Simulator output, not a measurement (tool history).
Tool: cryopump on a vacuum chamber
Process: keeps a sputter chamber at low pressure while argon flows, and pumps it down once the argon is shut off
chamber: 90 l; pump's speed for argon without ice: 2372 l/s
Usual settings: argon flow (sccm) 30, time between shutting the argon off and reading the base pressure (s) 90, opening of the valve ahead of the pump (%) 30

run,hour,argon flow (sccm),time between shutting the argon off and reading the base pressure (s),opening of the valve ahead of the pump (%),pressure while argon flows (Pa),pressure after the wait (uPa)
1,0,30,90,30,0.0755,2.1
2,75.6,30,90,30,0.0764,2.08
3,192,30,90,30,0.0772,2.26
4,243,30,90,33,0.0712,2.28
5,349.2,30,90,33,0.0724,2.39
6,471.9,30,22,30,0.0804,3.87
7,536.3,30,90,30,0.0805,2.67
8,643.7,30,90,30,0.0822,2.87
# hour 703.8: pump warmed up, emptied and cooled again
9,706.4,53,90,30,0.1274,2.14
10,766.4,53,90,30,0.1286,2.1
# hour 790.3: leaking fittings of the chamber tightened, without venting
11,833.1,30,90,30,0.0748,0.6
12,882.9,30,90,30,0.0741,0.55
13,999.8,30,90,30,0.0741,0.63
14,1091.9,12,90,26,0.0345,0.67
15,1215.3,42,90,20,0.1587,0.75
16,1272.1,27,137,22,0.0921,0.64
17,1341.8,27,137,22,0.0932,0.68
18,1448.2,27,137,22,0.0943,0.71
19,1549,39,143,30,0.1039,0.8
20,1624.2,36,90,30,0.0979,0.99
21,1697.2,38,21,22,0.139,2.39
22,1790.3,48,32,22,0.1754,1.9
# hour 1812.8: pump warmed up, emptied and cooled again
23,1855.4,48,32,22,0.157,1.6
24,1920.4,48,32,22,0.1582,1.73
25,2008.3,26,52,16,0.1164,1.25
26,2097.9,14,90,41,0.0261,1.05

3 ways to go on from here, each from the tool as it stands after run 26. What would each give?
A,2190.3,14,188,41,?,?
B,2190.3,26,111,29,?,?
C,2190.3,29,72,17,?,?

run,pressure while argon flows (Pa),pressure after the wait (uPa)
A,0.026,0.84
B,0.0666,0.97
C,0.1255,1.18
Without the tool's hidden state the same runs would have given:
run,pressure while argon flows (Pa),pressure after the wait (uPa)
A,0.0242,0.3
B,0.0632,0.43
C,0.1217,0.64

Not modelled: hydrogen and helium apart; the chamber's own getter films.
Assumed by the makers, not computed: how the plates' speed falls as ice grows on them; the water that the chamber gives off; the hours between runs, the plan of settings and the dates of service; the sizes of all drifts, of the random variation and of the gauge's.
